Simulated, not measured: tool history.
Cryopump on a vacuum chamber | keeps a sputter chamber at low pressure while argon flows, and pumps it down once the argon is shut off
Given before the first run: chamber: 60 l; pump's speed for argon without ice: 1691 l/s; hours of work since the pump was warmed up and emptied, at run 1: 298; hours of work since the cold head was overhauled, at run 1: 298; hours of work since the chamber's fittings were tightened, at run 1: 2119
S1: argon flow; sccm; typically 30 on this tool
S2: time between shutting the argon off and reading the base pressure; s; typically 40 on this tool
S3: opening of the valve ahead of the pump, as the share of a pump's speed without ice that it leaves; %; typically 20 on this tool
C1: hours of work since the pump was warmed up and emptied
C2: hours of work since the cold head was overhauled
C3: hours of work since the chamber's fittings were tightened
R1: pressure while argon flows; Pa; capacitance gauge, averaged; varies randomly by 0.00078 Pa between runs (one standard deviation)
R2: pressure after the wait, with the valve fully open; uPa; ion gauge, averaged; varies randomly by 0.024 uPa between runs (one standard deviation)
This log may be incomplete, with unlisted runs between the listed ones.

run	hour	S1	S2	S3	C1	C2	C3	R1	R2
1	0	30	40	20	298	298	2119	0.1532	1.7
2	45.9	30	142	20	324	324	2144	0.1536	1.23
3	78.2	30	130	20	342	342	2162	0.1535	1.28
4	108.8	30	130	20	359	359	2180	0.1553	1.29
5	155.1	30	130	20	384	384	2205	0.1546	1.28
6	190	30	130	20	404	404	2225	0.1536	1.3
7	238.8	30	130	20	431	431	2252	0.1537	1.34
8	268.6	30	130	20	448	448	2269	0.1546	1.38
9	306.6	32	40	20	469	469	2290	0.1661	1.87
10	329.5	30	145	20	482	482	2303	0.1572	1.33
11	386	30	145	20	513	513	2334	0.1564	1.35
12	432.3	30	145	20	539	539	2360	0.1558	1.4
13	465.9	38	176	16	558	558	2379	0.2444	1.44
14	513	56	139	49	584	584	2405	0.1255	1.55
15	567.2	30	139	47	614	614	2435	0.0704	1.5
16	611.7	14	99	34	639	639	2460	0.0438	1.63
17	651	30	40	16	661	661	2482	0.1948	1.96
# hour 711.3: pump warmed up, emptied and cooled again
18	712.2	18	40	20	0	692	2513	0.0898	1.77
19	753.6	16	32	20	24	715	2536	0.0804	2.01
20	778	14	203	34	37	729	2550	0.0411	1.24
21	811.1	25	23	16	56	748	2568	0.1572	2.24
22	842	28	44	26	73	765	2586	0.1095	1.77
23	882.4	13	184	55	95	787	2608	0.0238	1.3
24	910.6	44	42	55	111	803	2624	0.0817	1.81

Selected run-to-run steps in R1, each split into two signed amounts: the part the tool would show with no hidden state at all (from settings, incoming material and random variation), and the remainder, which goes to the hidden state together with any gauge scatter not common to the measured and the hidden-state-free results:
The hidden state here: pump's speed, % of a pump's without ice; cold plate's temperature, K; leak into the chamber, uPa l/s; drift of the gauge itself on working_pa, %; drift of the gauge itself on base_upa, %.
Run 13 -> 14: S1 38 -> 56, S2 176 -> 139, S3 16 -> 49. R1 -0.1189 Pa: hidden state +0.0043, all else -0.1232.
Run 14 -> 15: S1 56 -> 30, S3 49 -> 47. R1 -0.0551 Pa: hidden state -0.0051, all else -0.05.
Run 16 -> 17: S1 14 -> 30, S2 99 -> 40, S3 34 -> 16. R1 +0.151 Pa: hidden state +0.0041, all else +0.1469.
Run 17 -> 18: S1 30 -> 18, S3 16 -> 20, pump warmed up, emptied and cooled again. R1 -0.105 Pa: hidden state -0.0074, all else -0.0976.
